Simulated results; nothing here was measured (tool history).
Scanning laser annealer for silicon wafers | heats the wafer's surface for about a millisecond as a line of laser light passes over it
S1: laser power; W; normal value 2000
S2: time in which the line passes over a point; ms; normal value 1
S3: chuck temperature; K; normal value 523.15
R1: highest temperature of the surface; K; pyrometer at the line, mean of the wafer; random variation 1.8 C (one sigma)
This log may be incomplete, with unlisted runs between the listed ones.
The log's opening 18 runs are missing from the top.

run	hour	S1	S2	S3	R1
19	279.1	2142	1	523.15	1371.15
20	288.5	2142	1	523.15	1371.15
21	306.7	2142	1	523.15	1366.15
22	315.7	2137	1.17	523.15	1446.15
23	328.1	1816	0.86	523.15	1178.15
24	341.3	1883	0.8	523.15	1178.15
25	351.3	1883	0.8	523.15	1177.15
26	366.3	2080	1.17	557.15	1448.15
27	385.4	2080	1.17	557.15	1448.15
28	406.1	2080	0.91	540.15	1314.15
29	420.2	2087	0.84	498.15	1237.15
# hour 434.7: window over the wafer cleaned
30	442.7	2087	0.75	507.15	1229.15
31	462.2	1820	1.07	526.15	1291.15
32	484.1	2000	0.74	523.15	1206.15
33	505.6	2000	0.74	523.15	1208.15
34	520.4	2000	0.74	523.15	1208.15
35	540.2	2007	1.02	524.15	1340.15
36	559.6	1859	0.97	524.15	1258.15
37	582.2	1859	0.97	524.15	1257.15
38	591.5	1779	1.02	505.15	1227.15
39	607.5	1749	0.94	520.15	1197.15
40	621.6	1749	1.21	499.15	1275.15

Alternative continuations, all from the tool just after run 40; predict every row:
A	642.5	2000	0.71	523.15	?
B	642.5	1902	0.96	499.15	?
C	642.5	1749	0.8	499.15	?
D	642.5	1749	0.71	533.15	?

run	R1
A	1186.15
B	1240.15
C	1110.15
D	1108.15
Without the tool's hidden state the same runs would have given:
run	R1
A	1200.15
B	1256.15
C	1124.15
D	1120.15
